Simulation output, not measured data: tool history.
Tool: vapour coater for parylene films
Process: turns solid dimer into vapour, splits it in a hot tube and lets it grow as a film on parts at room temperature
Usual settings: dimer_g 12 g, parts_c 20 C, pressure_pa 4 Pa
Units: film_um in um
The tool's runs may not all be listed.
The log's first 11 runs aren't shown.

run   hour  dimer_g  parts_c  pressure_pa  hours of work since the trap's valve was overhauled  hours of work since the table's thermometer was calibrated  film_um
 12  131.9        7       20            4                                                  297                                                         280     1.39
       151  -- trap's valve overhauled
 13    151        7       20            4                                                    0                                                         291     1.53
 14  167.1        7       20            4                                                   11                                                         303     1.51
 15  179.3       17       20            4                                                   20                                                         311     3.69
 16  188.9       12       20            4                                                   27                                                         318     2.58
 17    199       12       20            4                                                   34                                                         325     2.56
 18  214.2       12       20          5.9                                                   45                                                         336      2.4
 19  229.2       12       20          5.9                                                   56                                                         347      2.4
 20  238.7       12       20          5.9                                                   62                                                         353     2.39
 21  245.8       12       21          5.9                                                   67                                                         358     2.32
     247.7  -- table's thermometer calibrated
 22    259       12       21          5.9                                                   76                                                           8     2.34
 23  275.3       12       21          5.9                                                   88                                                          20     2.32
 24  282.5       21       21         8.11                                                   93                                                          25     3.83
 25  297.5       21       21         8.11                                                  103                                                          35      3.8
 26  307.9        7       26         3.95                                                  111                                                          43     1.31
 27  325.1        7       26         3.95                                                  123                                                          55     1.29
 28  337.7        9       17         8.56                                                  132                                                          64     1.74
 29  347.1        9       17         8.56                                                  139                                                          71     1.75
     350.1  -- table's thermometer calibrated, once more
 30    363       17       31         5.71                                                  149                                                           9     2.58
 31  379.8        6       15         3.73                                                  161                                                          21      1.4

The next listed run, before its measurement:
 32  394.1        6       15         3.73                                                  171                                                          31        ?

{"run 32": {"film_um": 1.37}}
Without the tool's hidden state the same run would have given film_um 1.45 um.
